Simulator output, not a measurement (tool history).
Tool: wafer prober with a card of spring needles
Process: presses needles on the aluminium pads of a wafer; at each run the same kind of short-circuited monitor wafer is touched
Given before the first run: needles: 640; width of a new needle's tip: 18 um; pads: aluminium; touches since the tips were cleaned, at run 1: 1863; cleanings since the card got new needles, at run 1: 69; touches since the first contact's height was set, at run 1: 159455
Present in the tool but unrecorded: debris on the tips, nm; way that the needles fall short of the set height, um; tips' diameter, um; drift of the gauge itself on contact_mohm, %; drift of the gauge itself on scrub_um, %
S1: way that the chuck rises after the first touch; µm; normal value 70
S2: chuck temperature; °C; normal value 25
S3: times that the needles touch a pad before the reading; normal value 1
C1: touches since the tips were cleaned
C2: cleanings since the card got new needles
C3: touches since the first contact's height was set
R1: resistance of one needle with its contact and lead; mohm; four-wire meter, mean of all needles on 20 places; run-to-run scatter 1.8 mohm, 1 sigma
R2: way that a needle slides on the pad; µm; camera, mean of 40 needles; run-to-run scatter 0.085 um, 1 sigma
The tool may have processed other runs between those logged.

Run 1, hour 0: usual settings; C1 1863; C2 69; C3 159455. Result: R1 192 mohm, R2 12.44 µm.
At hour 2.1: tips cleaned on abrasive film.
At hour 10: tips cleaned on abrasive film.
At hour 20: tips cleaned on abrasive film.
At hour 27.9: tips cleaned on abrasive film.
At hour 37.9: tips cleaned on abrasive film.
At hour 47.8: tips cleaned on abrasive film.
Run 2, hour 50.1: usual settings; C1 568; C2 75; C3 171955. Result: R1 188 mohm, R2 12.12 µm.
At hour 56.1: tips cleaned on abrasive film.
At hour 64: tips cleaned on abrasive film.
At hour 74: tips cleaned on abrasive film.
At hour 82: tips cleaned on abrasive film.
At hour 91.9: tips cleaned on abrasive film.
Run 3, hour 94.1: usual settings but S2 30 °C; C1 564; C2 80; C3 182959. Result: R1 188 mohm, R2 12.11 µm.
At hour 100.1: tips cleaned on abrasive film.
At hour 110.1: tips cleaned on abrasive film.
At hour 120: tips cleaned on abrasive film.
At hour 130: tips cleaned on abrasive film.
At hour 139.9: tips cleaned on abrasive film.
At hour 149.8: tips cleaned on abrasive film.
Run 4, hour 156.9: usual settings but S1 87 µm; C1 1774; C2 86; C3 198658. Result: R1 189 mohm, R2 15.46 µm.
At hour 158.9: tips cleaned on abrasive film.
At hour 166.9: tips cleaned on abrasive film.
At hour 176.8: tips cleaned on abrasive film.
At hour 186.8: tips cleaned on abrasive film.
Run 5, hour 190.1: usual settings but S1 87 µm; C1 838; C2 90; C3 206952. Result: R1 184 mohm, R2 15.28 µm.
At hour 196.1: tips cleaned on abrasive film.
At hour 206: tips cleaned on abrasive film.
At hour 216: tips cleaned on abrasive film.
At hour 223.9: tips cleaned on abrasive film.
At hour 231.9: tips cleaned on abrasive film.
Run 6, hour 235.8: usual settings but S1 87 µm; C1 988; C2 95; C3 218380. Result: R1 185 mohm, R2 15.21 µm.
At hour 241.8: tips cleaned on abrasive film.
At hour 251.7: tips cleaned on abrasive film.
At hour 261.7: tips cleaned on abrasive film.
Run 7, hour 266: usual settings but S1 87 µm; C1 1099; C2 98; C3 225941. Result: R1 186 mohm, R2 15.28 µm.
At hour 270.1: tips cleaned on abrasive film.
At hour 280: tips cleaned on abrasive film.
At hour 290: tips cleaned on abrasive film.
At hour 297.9: tips cleaned on abrasive film.
At hour 300: tips cleaned on abrasive film, once more.
At hour 308.8: tips cleaned on abrasive film.
Run 8, hour 308.8: usual settings but S2 116 °C; C1 0; C2 104; C3 236591. Result: R1 203 mohm, R2 11.85 µm.
At hour 316.8: tips cleaned on abrasive film.
At hour 324.7: tips cleaned on abrasive film.
At hour 327: height of the first contact set anew.
At hour 335: tips cleaned on abrasive film.
Run 9, hour 336.4: usual settings but S2 116 °C; C1 354; C2 107; C3 2343. Result: R1 203 mohm, R2 13.12 µm.
At hour 344.3: tips cleaned on abrasive film.
At hour 354.3: tips cleaned on abrasive film.
At hour 364.2: tips cleaned on abrasive film.
At hour 372.2: tips cleaned on abrasive film.
At hour 382.1: tips cleaned on abrasive film.
Run 10, hour 388.1: usual settings but S2 116 °C; C1 1498; C2 112; C3 15276. Result: R1 206 mohm, R2 13.05 µm.
At hour 390.1: tips cleaned on abrasive film.
At hour 400.1: tips cleaned on abrasive film.
At hour 408.1: tips cleaned on abrasive film.
At hour 416: tips cleaned on abrasive film.
At hour 426: tips cleaned on abrasive film.
At hour 433.9: tips cleaned on abrasive film.
At hour 443.9: tips cleaned on abrasive film.
Run 11, hour 445.2: usual settings but S2 116 °C; C1 327; C2 119; C3 29530. Result: R1 202 mohm, R2 12.97 µm.
At hour 453.1: tips cleaned on abrasive film.
At hour 461.1: tips cleaned on abrasive film.
At hour 471: tips cleaned on abrasive film.
At hour 479: tips cleaned on abrasive film.
At hour 489: tips cleaned on abrasive film.
Run 12, hour 489.1: usual settings but S2 116 °C; C1 45; C2 124; C3 40513. Result: R1 201 mohm, R2 12.85 µm.

Run 13 is up next; what results do you expect?
At hour 497.1: tips cleaned on abrasive film.
At hour 505.1: tips cleaned on abrasive film.
At hour 515: tips cleaned on abrasive film.
At hour 524.9: tips cleaned on abrasive film.
At hour 534.9: tips cleaned on abrasive film.
At hour 542.8: tips cleaned on abrasive film.
At hour 551.4: tips cleaned on abrasive film.
Run 13, hour 551.4: usual settings but S1 88 µm, S2 27 °C; C1 0; C2 131; C3 56060. Result: R1 ?, R2 ?.

{"run 13": {"R1": 179, "R2": 16.34}}
Minus the tool's unlogged condition, the same run would have read R1 177 mohm, R2 16.61 µm.
